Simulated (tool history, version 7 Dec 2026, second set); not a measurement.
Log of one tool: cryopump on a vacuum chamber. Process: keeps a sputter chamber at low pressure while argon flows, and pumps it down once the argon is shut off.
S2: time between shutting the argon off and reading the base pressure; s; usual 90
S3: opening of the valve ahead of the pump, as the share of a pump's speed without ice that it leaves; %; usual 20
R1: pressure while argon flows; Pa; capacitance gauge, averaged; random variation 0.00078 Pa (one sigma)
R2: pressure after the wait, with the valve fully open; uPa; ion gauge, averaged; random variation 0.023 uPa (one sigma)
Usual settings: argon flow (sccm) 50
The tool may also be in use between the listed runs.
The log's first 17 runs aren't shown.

run 18 hour=225.8 | argon_flow_(sccm)=63 S2=26 S3=20 | R1=0.2701 R2=2.48
run 19 hour=237.5 | argon_flow_(sccm)=30 S2=61 S3=58 | R1=0.0476 R2=1.28
run 20 hour=246 | argon_flow_(sccm)=81 S2=142 S3=17 | R1=0.4067 R2=0.7
run 21 hour=264.1 | argon_flow_(sccm)=23 S2=95 S3=20 | R1=0.0983 R2=0.99
run 22 hour=278 | argon_flow_(sccm)=23 S2=95 S3=20 | R1=0.0988 R2=0.94
run 23 hour=288.9 | argon_flow_(sccm)=38 S2=71 S3=35 | R1=0.0966 R2=1.16
run 24 hour=296.9 | argon_flow_(sccm)=71 S2=33 S3=36 | R1=0.174 R2=2.13
run 25 hour=306.4 | argon_flow_(sccm)=99 S2=240 S3=28 | R1=0.3093 R2=0.59
run 26 hour=314.9 | argon_flow_(sccm)=99 S2=240 S3=28 | R1=0.3108 R2=0.61
run 27 hour=331.8 | argon_flow_(sccm)=50 S2=51 S3=31 | R1=0.1418 R2=1.5
run 28 hour=349.1 | argon_flow_(sccm)=55 S2=84 S3=19 | R1=0.2505 R2=1.03
run 29 hour=366.7 | argon_flow_(sccm)=55 S2=124 S3=16 | R1=0.2941 R2=0.89
run 30 hour=375 | argon_flow_(sccm)=22 S2=24 S3=48 | R1=0.042 R2=2.87
run 31 hour=390.6 | argon_flow_(sccm)=99 S2=26 S3=19 | R1=0.45 R2=2.75

The next listed run, before its measurement:
run 32 hour=398.6 | argon_flow_(sccm)=50 S2=93 S3=27 | R1=? R2=?

{"run 32": {"R1": 0.164, "R2": 1.02}}
Without the tool's hidden state the same run would have given R1 0.1528 Pa, R2 0.75 uPa.

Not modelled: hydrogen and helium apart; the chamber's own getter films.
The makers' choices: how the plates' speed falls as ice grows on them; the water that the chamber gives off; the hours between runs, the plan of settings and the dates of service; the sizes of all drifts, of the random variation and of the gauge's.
